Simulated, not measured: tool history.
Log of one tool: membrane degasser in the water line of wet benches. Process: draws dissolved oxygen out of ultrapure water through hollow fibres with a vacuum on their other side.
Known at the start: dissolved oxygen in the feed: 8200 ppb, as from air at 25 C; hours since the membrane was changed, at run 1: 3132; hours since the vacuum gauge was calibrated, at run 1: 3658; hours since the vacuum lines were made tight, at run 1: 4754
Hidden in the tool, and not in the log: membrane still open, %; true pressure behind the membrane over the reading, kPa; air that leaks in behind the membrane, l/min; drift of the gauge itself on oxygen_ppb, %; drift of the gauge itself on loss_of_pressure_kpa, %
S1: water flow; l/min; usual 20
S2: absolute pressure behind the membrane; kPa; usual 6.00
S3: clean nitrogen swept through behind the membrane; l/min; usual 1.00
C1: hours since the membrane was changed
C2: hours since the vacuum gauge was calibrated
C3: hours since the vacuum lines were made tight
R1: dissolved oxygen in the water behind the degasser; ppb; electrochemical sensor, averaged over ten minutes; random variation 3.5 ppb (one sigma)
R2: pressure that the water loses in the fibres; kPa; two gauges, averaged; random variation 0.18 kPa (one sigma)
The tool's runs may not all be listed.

run 1 hour=0.0 | S1=20 S2=6.00 S3=1.00 | C1=3132 C2=3658 C3=4754 | R1=371.7 R2=36.29
run 2 hour=78.8 | S1=20 S2=6.00 S3=1.00 | C1=3210 C2=3737 C3=4833 | R1=373.7 R2=35.92
run 3 hour=151.2 | S1=20 S2=6.00 S3=0.67 | C1=3283 C2=3809 C3=4906 | R1=421.5 R2=36.22
run 4 hour=190.3 | S1=20 S2=6.00 S3=0.67 | C1=3322 C2=3849 C3=4945 | R1=425.6 R2=36.05
run 5 hour=248.0 | S1=20 S2=6.00 S3=0.67 | C1=3380 C2=3906 C3=5002 | R1=429.2 R2=36.51
run 6 hour=283.5 | S1=20 S2=6.00 S3=0.67 | C1=3415 C2=3942 C3=5038 | R1=429.7 R2=36.16
run 7 hour=345.2 | S1=20 S2=6.00 S3=1.00 | C1=3477 C2=4003 C3=5099 | R1=371.9 R2=36.51
run 8 hour=397.1 | S1=14 S2=12.94 S3=2.53 | C1=3529 C2=4055 C3=5151 | R1=256.7 R2=25.48
run 9 hour=458.8 | S1=16 S2=6.00 S3=1.00 | C1=3590 C2=4117 C3=5213 | R1=268.2 R2=29.13
run 10 hour=516.7 | S1=25 S2=5.29 S3=2.58 | C1=3648 C2=4175 C3=5271 | R1=411.3 R2=45.42
run 11 hour=561.0 | S1=14 S2=6.00 S3=0.64 | C1=3693 C2=4219 C3=5315 | R1=273.6 R2=25.29
run 12 hour=628.4 | S1=32 S2=6.58 S3=0.59 | C1=3760 C2=4287 C3=5383 | R1=839.8 R2=58.23
run 13 hour=700.1 | S1=18 S2=6.58 S3=0.59 | C1=3832 C2=4358 C3=5454 | R1=426.8 R2=32.64
run 14 hour=751.3 | S1=18 S2=6.58 S3=0.59 | C1=3883 C2=4410 C3=5506 | R1=429.0 R2=32.82

Measured less the same run without the tool's hidden state. The same run-to-run variation is in both; the gauge's scatter may not be:
run=1 R1=+24.6 R2=+0.70
run=2 R1=+25.2 R2=+0.71
run=3 R1=+28.8 R2=+0.72
run=4 R1=+29.4 R2=+0.74
run=5 R1=+30.1 R2=+0.76
run=6 R1=+30.4 R2=+0.75
run=7 R1=+26.9 R2=+0.77
run=8 R1=+14.5 R2=+0.54
run=9 R1=+21.6 R2=+0.64
run=10 R1=+29.6 R2=+1.02
run=11 R1=+23.1 R2=+0.57
run=12 R1=+50.8 R2=+1.34
run=13 R1=+31.5 R2=+0.77
run=14 R1=+32.1 R2=+0.78
